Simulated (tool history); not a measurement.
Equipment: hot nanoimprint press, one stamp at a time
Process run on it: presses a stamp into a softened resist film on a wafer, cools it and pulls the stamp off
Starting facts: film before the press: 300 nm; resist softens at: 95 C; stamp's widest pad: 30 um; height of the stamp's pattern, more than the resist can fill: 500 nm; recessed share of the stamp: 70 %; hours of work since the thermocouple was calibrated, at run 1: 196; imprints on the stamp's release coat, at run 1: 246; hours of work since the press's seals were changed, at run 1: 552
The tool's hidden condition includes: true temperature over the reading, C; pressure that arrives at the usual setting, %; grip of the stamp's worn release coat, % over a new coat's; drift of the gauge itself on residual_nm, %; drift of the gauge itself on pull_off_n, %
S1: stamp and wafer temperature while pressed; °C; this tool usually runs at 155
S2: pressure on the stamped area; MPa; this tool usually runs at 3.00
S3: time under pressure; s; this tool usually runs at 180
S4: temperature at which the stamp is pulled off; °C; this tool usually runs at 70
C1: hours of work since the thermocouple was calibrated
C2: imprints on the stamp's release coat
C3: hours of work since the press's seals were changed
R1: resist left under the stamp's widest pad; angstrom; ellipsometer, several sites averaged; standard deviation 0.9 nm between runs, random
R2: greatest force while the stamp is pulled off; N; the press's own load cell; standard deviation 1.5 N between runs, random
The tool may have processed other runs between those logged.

run,hour,S1,S2,S3,S4,C1,C2,C3,R1,R2
1,0.0,155,3.00,180,70,196,246,552,1309,102
2,51.6,155,3.00,180,70,237,431,593,1303,105
3,84.4,155,3.00,180,70,263,549,619,1310,107
# hour 98.6: press's hydraulic seals changed and the load cell set to zero
# hour 131.8: stamp cleaned and given a new release coat
4,158.7,155,3.00,180,70,311,96,43,1298,98
5,217.7,159,3.00,180,70,357,309,89,1148,103
# hour 225.9: plate thermocouple calibrated
6,276.9,159,3.00,180,70,40,511,134,1092,102
# hour 324.7: stamp cleaned and given a new release coat
7,331.4,155,3.00,180,70,79,24,172,1248,94
8,374.7,155,3.00,180,70,113,180,206,1278,100
9,415.1,155,3.00,180,70,145,325,238,1265,97
10,481.3,155,3.00,180,70,197,563,290,1315,104
# hour 515.9: stamp cleaned and given a new release coat
11,547.7,155,3.00,180,70,245,115,338,1291,100
12,616.2,155,3.00,180,70,299,361,392,1299,103
13,679.8,155,3.00,180,70,349,590,442,1309,104
# hour 693.8: plate thermocouple calibrated
# hour 706.2: stamp cleaned and given a new release coat
14,731.0,155,2.65,180,70,25,89,475,1316,98
15,802.6,155,2.71,180,70,81,347,532,1309,101
16,851.9,155,2.27,206,65,120,524,571,1345,114
# hour 895.7: stamp cleaned and given a new release coat
17,918.1,151,2.27,206,63,168,80,618,1582,111
# hour 933.2: press's hydraulic seals changed and the load cell set to zero
18,990.4,164,2.16,106,60,218,312,45,1362,123
19,1026.3,155,3.00,180,73,247,441,74,1286,97
# hour 1095.1: stamp cleaned and given a new release coat
20,1105.5,155,3.00,180,73,304,37,131,1325,93
21,1144.3,163,3.00,180,64,335,177,162,997,114
# hour 1176.2: plate thermocouple calibrated
22,1202.9,155,2.63,285,72,21,377,206,1099,98
23,1248.9,157,1.90,191,70,57,543,242,1401,103
# hour 1286.6: stamp cleaned and given a new release coat
24,1314.2,155,4.31,99,70,104,99,289,1373,97
25,1378.1,155,1.94,107,70,155,329,339,1821,101
26,1456.1,155,3.10,180,70,216,610,401,1274,104
# hour 1477.1: stamp cleaned and given a new release coat
27,1502.2,144,2.63,171,64,248,90,433,1975,110
28,1561.5,155,3.00,167,70,295,304,479,1341,102
29,1628.3,155,3.00,129,59,347,545,532,1491,125

Forecast each of these 3 alternatives for the next run:
# hour 1644.7: plate thermocouple calibrated
# hour 1667.1: stamp cleaned and given a new release coat
A,1707.6,165,3.00,122,59,45,145,588,?,?
# hour 1644.7: plate thermocouple calibrated
# hour 1667.1: stamp cleaned and given a new release coat
B,1707.6,155,3.00,100,76,45,145,588,?,?
# hour 1644.7: plate thermocouple calibrated
# hour 1667.1: stamp cleaned and given a new release coat
C,1707.6,159,3.00,169,70,45,145,588,?,?

run,R1,R2
A,1067,121
B,1606,84
C,1139,95
The same runs, with their run-to-run variation unchanged, on a tool lacking any hidden condition would have given:
run,R1,R2
A,1051,118
B,1584,82
C,1122,92
